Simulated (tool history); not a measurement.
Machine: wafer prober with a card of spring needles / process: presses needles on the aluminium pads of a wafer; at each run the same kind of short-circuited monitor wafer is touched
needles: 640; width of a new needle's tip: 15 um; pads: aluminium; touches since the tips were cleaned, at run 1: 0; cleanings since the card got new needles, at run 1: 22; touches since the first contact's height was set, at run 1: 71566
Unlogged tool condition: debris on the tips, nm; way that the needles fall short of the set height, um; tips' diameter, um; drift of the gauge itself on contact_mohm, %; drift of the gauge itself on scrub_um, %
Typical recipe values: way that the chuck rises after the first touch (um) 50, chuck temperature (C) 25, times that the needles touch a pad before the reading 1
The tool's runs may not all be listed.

run,hour,way that the chuck rises after the first touch (um),chuck temperature (C),times that the needles touch a pad before the reading,touches since the tips were cleaned,cleanings since the card got new needles,touches since the first contact's height was set,resistance of one needle with its contact and lead (mohm),way that a needle slides on the pad (um)
1,0.0,50,25,1,0,22,71566,240,11.96
# hour 3.1: height of the first contact set anew
# hour 14.2: tips cleaned on abrasive film
# hour 27.7: tips cleaned on abrasive film
# hour 41.6: tips cleaned on abrasive film
2,48.8,50,25,1,3754,25,23727,234,11.97
# hour 54.2: tips cleaned on abrasive film
# hour 67.8: tips cleaned on abrasive film
# hour 80.9: tips cleaned on abrasive film
# hour 94.8: tips cleaned on abrasive film
3,97.6,51,25,1,1463,29,48960,236,12.18
# hour 108.7: tips cleaned on abrasive film
4,119.7,51,25,1,5734,30,60428,231,12.22
# hour 122.5: tips cleaned on abrasive film
# hour 133.7: tips cleaned on abrasive film
# hour 145.0: height of the first contact set anew
# hour 147.9: tips cleaned on abrasive film
5,149.2,51,25,1,687,33,2130,236,12.24
# hour 160.4: tips cleaned on abrasive film
# hour 173.6: tips cleaned on abrasive film
6,182.2,50,25,1,4513,35,19249,235,12.00
# hour 184.8: tips cleaned on abrasive film
# hour 196.0: tips cleaned on abrasive film
# hour 209.9: tips cleaned on abrasive film
# hour 221.0: tips cleaned on abrasive film
7,224.3,50,25,1,1706,39,41010,233,11.98
# hour 232.4: tips cleaned on abrasive film
# hour 246.3: tips cleaned on abrasive film
# hour 258.0: tips cleaned on abrasive film
8,258.0,50,25,1,0,42,58432,237,11.97
# hour 271.1: tips cleaned on abrasive film
# hour 284.3: tips cleaned on abrasive film
# hour 287.3: height of the first contact set anew
# hour 298.2: tips cleaned on abrasive film
9,300.3,50,45,1,1094,45,6726,242,11.99
# hour 311.5: tips cleaned on abrasive film
# hour 324.7: tips cleaned on abrasive film
# hour 338.2: tips cleaned on abrasive film
10,346.0,50,25,1,4079,48,30396,236,11.99
# hour 351.6: tips cleaned on abrasive film
# hour 365.1: tips cleaned on abrasive film
# hour 378.5: tips cleaned on abrasive film
# hour 389.7: tips cleaned on abrasive film
11,392.3,50,25,1,1370,52,54365,234,12.01
# hour 403.4: tips cleaned on abrasive film
# hour 417.0: tips cleaned on abrasive film
# hour 428.3: height of the first contact set anew
# hour 430.6: tips cleaned on abrasive film
# hour 443.4: tips cleaned on abrasive film
12,443.4,50,25,1,0,56,7764,236,11.99
# hour 457.3: tips cleaned on abrasive film
# hour 470.9: tips cleaned on abrasive film
# hour 484.6: tips cleaned on abrasive film
13,492.1,50,25,1,3923,59,33027,236,11.97
# hour 497.5: tips cleaned on abrasive film
# hour 510.7: tips cleaned on abrasive film
# hour 523.8: tips cleaned on abrasive film
14,533.1,50,25,1,4889,62,54298,239,12.00
# hour 535.6: tips cleaned on abrasive film
# hour 549.2: tips cleaned on abrasive film
# hour 563.1: tips cleaned on abrasive film
# hour 571.7: height of the first contact set anew
# hour 577.3: tips cleaned on abrasive film
15,578.7,50,25,1,734,66,3619,240,12.03
# hour 589.3: tips cleaned on abrasive film
# hour 602.8: tips cleaned on abrasive film
# hour 616.7: tips cleaned on abrasive film
# hour 627.9: tips cleaned on abrasive film
16,627.9,50,54,2,0,70,29102,244,12.04
# hour 641.5: tips cleaned on abrasive film
# hour 654.6: tips cleaned on abrasive film
# hour 668.4: tips cleaned on abrasive film
17,676.1,32,81,3,4019,73,54076,262,7.68
# hour 681.5: tips cleaned on abrasive film
# hour 692.7: tips cleaned on abrasive film
# hour 706.2: tips cleaned on abrasive film
# hour 713.3: height of the first contact set anew
18,713.3,32,81,3,3518,76,0,260,7.73
# hour 718.6: tips cleaned on abrasive film
# hour 732.4: tips cleaned on abrasive film
19,736.6,58,26,2,2196,78,12073,234,13.96
# hour 745.0: tips cleaned on abrasive film
# hour 758.4: tips cleaned on abrasive film
20,759.8,37,54,2,776,80,24098,248,8.94
# hour 770.7: tips cleaned on abrasive film
# hour 784.1: tips cleaned on abrasive film
# hour 797.9: tips cleaned on abrasive film
# hour 811.1: tips cleaned on abrasive film
21,811.1,35,107,1,0,84,50653,263,8.43
# hour 824.6: tips cleaned on abrasive film
# hour 838.0: tips cleaned on abrasive film
22,841.4,39,36,2,1755,86,66333,245,9.40
# hour 849.3: tips cleaned on abrasive film
# hour 855.1: height of the first contact set anew
# hour 860.7: tips cleaned on abrasive film
# hour 873.3: tips cleaned on abrasive film
23,873.3,46,36,1,0,89,9404,244,11.05
# hour 887.2: tips cleaned on abrasive film
# hour 900.6: tips cleaned on abrasive film
# hour 911.7: tips cleaned on abrasive film
24,920.6,46,36,1,4615,92,33906,242,11.14
# hour 923.0: tips cleaned on abrasive film
# hour 936.0: tips cleaned on abrasive film
# hour 950.0: tips cleaned on abrasive film
25,956.6,62,57,1,3469,95,52551,241,14.97
# hour 962.2: tips cleaned on abrasive film
# hour 973.4: tips cleaned on abrasive film
# hour 987.3: tips cleaned on abrasive film
# hour 998.3: height of the first contact set anew
# hour 1001.2: tips cleaned on abrasive film
26,1005.5,47,46,2,2241,99,3684,244,11.34
# hour 1013.9: tips cleaned on abrasive film
# hour 1027.8: tips cleaned on abrasive film
# hour 1041.7: tips cleaned on abrasive film
# hour 1053.6: tips cleaned on abrasive film
27,1053.6,47,46,2,0,103,28616,243,11.36

3 options for the next run, each taken on its own from the tool as it stands now. Forecast them:
# hour 1066.8: tips cleaned on abrasive film
# hour 1080.7: tips cleaned on abrasive film
A,1080.9,47,101,2,113,105,42760,?,?
# hour 1066.8: tips cleaned on abrasive film
# hour 1080.7: tips cleaned on abrasive film
B,1080.9,42,52,1,113,105,42760,?,?
# hour 1066.8: tips cleaned on abrasive film
# hour 1080.7: tips cleaned on abrasive film
C,1080.9,41,118,2,113,105,42760,?,?

run,resistance of one needle with its contact and lead (mohm),way that a needle slides on the pad (um)
A,256,11.32
B,248,10.14
C,262,9.93
With no hidden state in the tool, these same runs would have given:
run,resistance of one needle with its contact and lead (mohm),way that a needle slides on the pad (um)
A,256,11.20
B,248,10.03
C,262,9.82
